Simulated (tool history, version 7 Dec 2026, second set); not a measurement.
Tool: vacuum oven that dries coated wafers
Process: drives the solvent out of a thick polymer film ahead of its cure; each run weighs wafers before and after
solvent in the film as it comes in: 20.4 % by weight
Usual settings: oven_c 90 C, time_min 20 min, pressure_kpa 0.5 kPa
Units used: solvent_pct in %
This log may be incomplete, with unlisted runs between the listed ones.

run    hour  oven_c  time_min  pressure_kpa  solvent_pct
  1       0      90        20           0.5         2.18
  2    39.2      90        20           0.5         2.29
  3    82.6      90        20           0.5         2.15
  4   122.9      90        20           0.5         2.14
  5   162.7      90        20           0.5         2.11
  6   198.8      90        10           0.5         5.58
  7   242.6      90        10           0.5         5.56
  8   289.5      90        24           0.5         1.63
  9   315.1      90        24           0.5         1.55
 10   345.9      90        24           0.5         1.65
 11   375.3      90        24           0.5         1.55
 12   418.8      81        20           0.5         4.99
 13   441.2      90        20         0.285         1.93
 14   479.1      90        20         0.285         1.97
 15   508.5      90        20         0.285         1.94
 16   532.9      90        20         0.285         1.85
 17   577.8      93        20           0.5         1.54
 18   598.2      93        20           0.5         1.55
 19   624.6      90        20           0.5         2.25
 20   644.2      90        20           0.5         2.18
 21   670.1     101        33         0.923         0.82
 22     696      96        15         0.276          1.5
 23   725.3      96        15         0.276         1.61
 24   765.7      81        15         0.276         6.28
 25   804.7      76        20         0.466          6.9
 26   832.5      76        20         0.466         6.94
 27   866.9      86        20          1.26         4.19
 28   896.4      86        20          1.26         4.18
 29   919.5      90        28         0.489         1.31
 30   954.9      90        23         0.489         1.69
 31   991.3      90        23         0.489          1.7
 32    1032      94        13         0.268         2.67
 33  1071.9      94        13         0.438          2.9
 34  1100.1      94        13         0.438         2.79
 35  1132.4      89        20           0.5         2.39
 36  1159.8     102        18         0.292         0.46
 37  1194.1     102        18         0.292         0.51

Put back what was entered between runs (1 entry, withheld): which listed runs does each sit between, and how does the hidden state differ from the listed run before to the listed run after?
After run 7, before run 8: oven's thermocouples calibrated (hour 280)
  true wafer temperature over the reading, C: -0.09 -> -0.04

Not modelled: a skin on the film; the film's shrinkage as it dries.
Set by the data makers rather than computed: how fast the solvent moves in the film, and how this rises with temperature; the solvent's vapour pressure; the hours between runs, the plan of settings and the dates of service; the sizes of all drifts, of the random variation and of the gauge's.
